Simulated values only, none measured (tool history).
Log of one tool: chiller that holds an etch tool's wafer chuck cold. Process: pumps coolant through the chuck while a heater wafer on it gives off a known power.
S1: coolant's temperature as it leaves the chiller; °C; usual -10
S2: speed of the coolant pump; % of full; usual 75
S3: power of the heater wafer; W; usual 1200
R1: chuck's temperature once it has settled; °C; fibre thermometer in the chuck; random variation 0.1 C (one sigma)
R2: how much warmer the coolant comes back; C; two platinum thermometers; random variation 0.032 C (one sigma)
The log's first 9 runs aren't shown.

run 10 day=18.925 | S1=-10 S2=77 S3=1200 | R1=4.6 R2=3.88
run 11 day=20.346 | S1=-16 S2=75 S3=1200 | R1=-0.8 R2=4.01
-- day=21.696 chiller's thermometer calibrated
run 12 day=23.550 | S1=-10 S2=72 S3=1200 | R1=5.0 R2=4.19
-- day=23.958 coolant pump overhauled
run 13 day=27.021 | S1=-10 S2=72 S3=1200 | R1=5.4 R2=4.26
run 14 day=28.375 | S1=-10 S2=72 S3=1200 | R1=5.5 R2=4.26
run 15 day=30.108 | S1=-16 S2=72 S3=1200 | R1=-0.4 R2=4.23
-- day=30.742 coolant changed, channels flushed
run 16 day=32.483 | S1=-14 S2=72 S3=1200 | R1=-1.8 R2=4.28
run 17 day=35.692 | S1=-14 S2=72 S3=1200 | R1=-1.6 R2=4.25
run 18 day=37.354 | S1=-10 S2=75 S3=978 | R1=-0.2 R2=3.30
-- day=38.171 coolant pump overhauled, once more
run 19 day=40.000 | S1=-5 S2=75 S3=972 | R1=4.5 R2=3.08
run 20 day=42.379 | S1=-8 S2=75 S3=1651 | R1=7.8 R2=5.26
run 21 day=44.079 | S1=-10 S2=75 S3=1584 | R1=5.1 R2=4.98
run 22 day=45.483 | S1=-14 S2=75 S3=1122 | R1=-3.1 R2=3.52
run 23 day=47.667 | S1=-16 S2=75 S3=1048 | R1=-5.8 R2=3.33
run 24 day=50.571 | S1=-11 S2=87 S3=796 | R1=-3.9 R2=2.15
run 25 day=52.729 | S1=-11 S2=87 S3=796 | R1=-3.8 R2=2.14
run 26 day=54.158 | S1=-11 S2=87 S3=796 | R1=-3.9 R2=2.08
run 27 day=56.075 | S1=-11 S2=87 S3=796 | R1=-3.8 R2=2.18
run 28 day=57.438 | S1=-18 S2=87 S3=1423 | R1=-5.3 R2=3.80
run 29 day=59.129 | S1=-6 S2=74 S3=1071 | R1=4.5 R2=3.43
run 30 day=61.338 | S1=-1 S2=77 S3=1200 | R1=10.5 R2=3.72
run 31 day=63.654 | S1=-7 S2=93 S3=962 | R1=1.2 R2=2.43
run 32 day=65.862 | S1=0 S2=75 S3=888 | R1=8.7 R2=2.85

Forecast each of these 4 alternatives for the next run:
run A day=68.525 | S1=-1 S2=89 S3=888 | R1=? R2=?
run B day=68.525 | S1=-10 S2=66 S3=1200 | R1=? R2=?
run C day=68.525 | S1=-10 S2=81 S3=1200 | R1=? R2=?
run D day=68.525 | S1=-10 S2=65 S3=768 | R1=? R2=?

run=A R1=7.0 R2=2.31
run=B R1=2.9 R2=4.38
run=C R1=1.3 R2=3.51
run=D R1=-1.5 R2=2.86
Without the tool's hidden state the same runs would have given:
run=A R1=6.7 R2=2.29
run=B R1=2.4 R2=4.33
run=C R1=0.9 R2=3.47
run=D R1=-1.9 R2=2.83
